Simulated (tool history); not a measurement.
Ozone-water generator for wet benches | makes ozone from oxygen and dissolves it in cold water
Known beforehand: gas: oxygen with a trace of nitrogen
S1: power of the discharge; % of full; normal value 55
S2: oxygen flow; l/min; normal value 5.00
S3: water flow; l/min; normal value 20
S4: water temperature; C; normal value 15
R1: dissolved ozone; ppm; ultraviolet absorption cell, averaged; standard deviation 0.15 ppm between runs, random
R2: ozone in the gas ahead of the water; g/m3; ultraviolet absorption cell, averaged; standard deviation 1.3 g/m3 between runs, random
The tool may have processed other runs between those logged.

run	hour	S1	S2	S3	S4	R1	R2
1	0.0	55	5.00	20	15	19.2	235.1
2	48.6	55	5.00	20	15	19.4	234.9
3	97.2	55	5.00	20	15	19.2	234.2
4	156.3	56	5.00	20	15	19.6	237.7
5	194.8	55	5.00	13	15	28.7	233.8
6	231.5	55	5.00	20	15	19.2	235.5
7	263.1	55	5.00	20	15	19.3	236.7
8	295.3	55	5.00	20	15	19.5	233.8
9	329.3	55	5.00	20	15	19.3	236.6
10	385.7	69	3.80	18	15	25.2	322.5
11	420.9	81	5.00	21	15	24.0	297.6
12	463.3	55	8.89	20	15	17.8	157.1
13	513.1	55	8.89	20	15	17.6	159.8
14	563.2	55	4.50	19	15	20.6	252.1
15	626.1	50	4.50	19	10	20.6	239.3

Branching from run 15: 5 alternative next runs. What would each branch give?
A	664.1	49	8.10	20	15	?	?
B	664.1	78	5.51	27	15	?	?
C	664.1	50	5.15	19	10	?	?
D	664.1	92	3.76	19	22	?	?
E	664.1	43	7.93	20	15	?	?

run	R1	R2
A	16.8	157.1
B	17.8	273.4
C	20.3	217.2
D	26.1	388.6
E	15.5	148.1
Take away the tool's hidden state, keep each run's random variation, and the runs would have read:
run	R1	R2
A	16.8	157.2
B	17.8	273.6
C	20.3	217.3
D	26.1	388.8
E	15.5	148.2
